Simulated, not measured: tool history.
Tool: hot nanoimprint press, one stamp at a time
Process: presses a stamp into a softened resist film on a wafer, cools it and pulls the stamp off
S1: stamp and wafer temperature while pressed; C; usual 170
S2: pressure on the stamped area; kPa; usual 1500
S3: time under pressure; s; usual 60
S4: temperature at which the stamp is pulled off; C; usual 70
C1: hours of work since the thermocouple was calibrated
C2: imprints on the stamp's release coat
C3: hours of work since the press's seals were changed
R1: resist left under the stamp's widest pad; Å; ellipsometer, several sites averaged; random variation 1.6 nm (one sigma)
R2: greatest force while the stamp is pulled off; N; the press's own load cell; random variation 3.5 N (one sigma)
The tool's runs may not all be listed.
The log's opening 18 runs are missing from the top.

run 19 hour=148.9 | S1=159 S2=1870 S3=60 S4=55 | C1=14 C2=2283 C3=83 | R1=3346 R2=328
run 20 hour=156.3 | S1=159 S2=1540 S3=60 S4=65 | C1=18 C2=2301 C3=86 | R1=3544 R2=260
-- hour=163.3 stamp cleaned and given a new release coat
run 21 hour=171.3 | S1=170 S2=1900 S3=60 S4=65 | C1=21 C2=20 C3=89 | R1=2169 R2=180
-- hour=178.5 plate thermocouple calibrated, once more
run 22 hour=180.2 | S1=170 S2=1660 S3=80 S4=74 | C1=1 C2=35 C3=92 | R1=2200 R2=154
run 23 hour=190.9 | S1=170 S2=1500 S3=36 S4=70 | C1=5 C2=61 C3=96 | R1=2995 R2=168
run 24 hour=196.3 | S1=170 S2=1340 S3=60 S4=62 | C1=7 C2=74 C3=99 | R1=2710 R2=205
run 25 hour=201.6 | S1=170 S2=1340 S3=60 S4=62 | C1=9 C2=87 C3=101 | R1=2696 R2=204
run 26 hour=212.5 | S1=170 S2=1340 S3=60 S4=62 | C1=14 C2=114 C3=105 | R1=2710 R2=205
run 27 hour=220.1 | S1=170 S2=1340 S3=60 S4=62 | C1=17 C2=133 C3=108 | R1=2675 R2=206
run 28 hour=230.5 | S1=176 S2=2060 S3=73 S4=71 | C1=21 C2=158 C3=113 | R1=1600 R2=164
run 29 hour=236.5 | S1=169 S2=1050 S3=75 S4=71 | C1=24 C2=173 C3=115 | R1=2898 R2=164
run 30 hour=243.4 | S1=170 S2=1200 S3=60 S4=70 | C1=27 C2=190 C3=118 | R1=2821 R2=164

Forecast each of these 4 alternatives for the next run:
run A hour=250.5 | S1=170 S2=1060 S3=60 S4=57 | C1=30 C2=207 C3=121 | R1=? R2=?
run B hour=250.5 | S1=169 S2=1500 S3=60 S4=70 | C1=30 C2=207 C3=121 | R1=? R2=?
run C hour=250.5 | S1=172 S2=1500 S3=30 S4=70 | C1=30 C2=207 C3=121 | R1=? R2=?
run D hour=250.5 | S1=169 S2=1500 S3=83 S4=64 | C1=30 C2=207 C3=121 | R1=? R2=?

run=A R1=2992 R2=229
run=B R1=2650 R2=169
run=C R1=2958 R2=166
run=D R1=2373 R2=201
Had the tool no hidden state, the same runs would have come out as:
run=A R1=2991 R2=222
run=B R1=2646 R2=163
run=C R1=2954 R2=160
run=D R1=2369 R2=194
